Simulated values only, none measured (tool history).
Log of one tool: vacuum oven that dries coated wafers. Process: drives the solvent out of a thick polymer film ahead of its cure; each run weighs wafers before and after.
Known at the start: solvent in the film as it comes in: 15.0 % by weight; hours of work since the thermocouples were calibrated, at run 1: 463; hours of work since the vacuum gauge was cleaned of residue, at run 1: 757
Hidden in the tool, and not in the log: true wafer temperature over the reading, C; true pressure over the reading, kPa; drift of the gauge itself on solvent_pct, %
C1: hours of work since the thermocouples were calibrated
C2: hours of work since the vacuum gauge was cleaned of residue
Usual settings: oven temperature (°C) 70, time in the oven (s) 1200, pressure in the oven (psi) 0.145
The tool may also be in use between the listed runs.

{"run": 1, "hour": 0.0, "oven temperature (°C)": 70, "time in the oven (s)": 1200, "pressure in the oven (psi)": 0.145, "C1": 463, "C2": 757, "solvent left in the film (%)": 0.79}
{"run": 2, "hour": 37.0, "oven temperature (°C)": 70, "time in the oven (s)": 1200, "pressure in the oven (psi)": 0.145, "C1": 490, "C2": 784, "solvent left in the film (%)": 0.76}
{"run": 3, "hour": 83.4, "oven temperature (°C)": 70, "time in the oven (s)": 1200, "pressure in the oven (psi)": 0.145, "C1": 523, "C2": 817, "solvent left in the film (%)": 0.8}
{"run": 4, "hour": 105.3, "oven temperature (°C)": 70, "time in the oven (s)": 1200, "pressure in the oven (psi)": 0.145, "C1": 539, "C2": 833, "solvent left in the film (%)": 0.81}
{"run": 5, "hour": 149.4, "oven temperature (°C)": 70, "time in the oven (s)": 1200, "pressure in the oven (psi)": 0.145, "C1": 571, "C2": 865, "solvent left in the film (%)": 0.79}
{"run": 6, "hour": 176.6, "oven temperature (°C)": 70, "time in the oven (s)": 1200, "pressure in the oven (psi)": 0.145, "C1": 591, "C2": 885, "solvent left in the film (%)": 0.79}
{"run": 7, "hour": 197.2, "oven temperature (°C)": 70, "time in the oven (s)": 1200, "pressure in the oven (psi)": 0.145, "C1": 606, "C2": 900, "solvent left in the film (%)": 0.79}
{"run": 8, "hour": 239.8, "oven temperature (°C)": 70, "time in the oven (s)": 1200, "pressure in the oven (psi)": 0.145, "C1": 637, "C2": 931, "solvent left in the film (%)": 0.82}
{"run": 9, "hour": 286.6, "oven temperature (°C)": 70, "time in the oven (s)": 1200, "pressure in the oven (psi)": 0.1, "C1": 671, "C2": 965, "solvent left in the film (%)": 0.7}
{"run": 10, "hour": 309.1, "oven temperature (°C)": 70, "time in the oven (s)": 1200, "pressure in the oven (psi)": 0.1, "C1": 687, "C2": 981, "solvent left in the film (%)": 0.7}
{"run": 11, "hour": 337.3, "oven temperature (°C)": 70, "time in the oven (s)": 1200, "pressure in the oven (psi)": 0.1, "C1": 708, "C2": 1002, "solvent left in the film (%)": 0.71}
{"run": 12, "hour": 378.4, "oven temperature (°C)": 70, "time in the oven (s)": 1200, "pressure in the oven (psi)": 0.1, "C1": 738, "C2": 1031, "solvent left in the film (%)": 0.69}
{"run": 13, "hour": 407.4, "oven temperature (°C)": 70, "time in the oven (s)": 1200, "pressure in the oven (psi)": 0.112, "C1": 759, "C2": 1052, "solvent left in the film (%)": 0.73}
{"run": 14, "hour": 450.5, "oven temperature (°C)": 70, "time in the oven (s)": 1200, "pressure in the oven (psi)": 0.112, "C1": 790, "C2": 1084, "solvent left in the film (%)": 0.73}
{"run": 15, "hour": 496.4, "oven temperature (°C)": 70, "time in the oven (s)": 1200, "pressure in the oven (psi)": 0.145, "C1": 823, "C2": 1117, "solvent left in the film (%)": 0.82}
{"run": 16, "hour": 530.3, "oven temperature (°C)": 70, "time in the oven (s)": 1200, "pressure in the oven (psi)": 0.145, "C1": 848, "C2": 1142, "solvent left in the film (%)": 0.81}
{"run": 17, "hour": 567.5, "oven temperature (°C)": 70, "time in the oven (s)": 1200, "pressure in the oven (psi)": 0.145, "C1": 875, "C2": 1169, "solvent left in the film (%)": 0.81}
{"run": 18, "hour": 594.6, "oven temperature (°C)": 80, "time in the oven (s)": 1200, "pressure in the oven (psi)": 0.145, "C1": 895, "C2": 1188, "solvent left in the film (%)": 0.27}
{"run": 19, "hour": 642.2, "oven temperature (°C)": 70, "time in the oven (s)": 1200, "pressure in the oven (psi)": 0.145, "C1": 929, "C2": 1223, "solvent left in the film (%)": 0.83}
{"run": 20, "hour": 684.7, "oven temperature (°C)": 70, "time in the oven (s)": 1200, "pressure in the oven (psi)": 0.145, "C1": 960, "C2": 1254, "solvent left in the film (%)": 0.82}
{"run": 21, "hour": 706.3, "oven temperature (°C)": 70, "time in the oven (s)": 1200, "pressure in the oven (psi)": 0.145, "C1": 976, "C2": 1269, "solvent left in the film (%)": 0.79}
{"run": 22, "hour": 749.3, "oven temperature (°C)": 70, "time in the oven (s)": 1200, "pressure in the oven (psi)": 0.145, "C1": 1007, "C2": 1301, "solvent left in the film (%)": 0.79}

The next listed run, before its measurement:
{"run": 23, "hour": 773.6, "oven temperature (°C)": 81, "time in the oven (s)": 720, "pressure in the oven (psi)": 0.242, "C1": 1025, "C2": 1318, "solvent left in the film (%)": "?"}

{"run 23": {"solvent left in the film (%)": 0.55}}
Without the tool's hidden state the same run would have given solvent left in the film (%) 0.52.
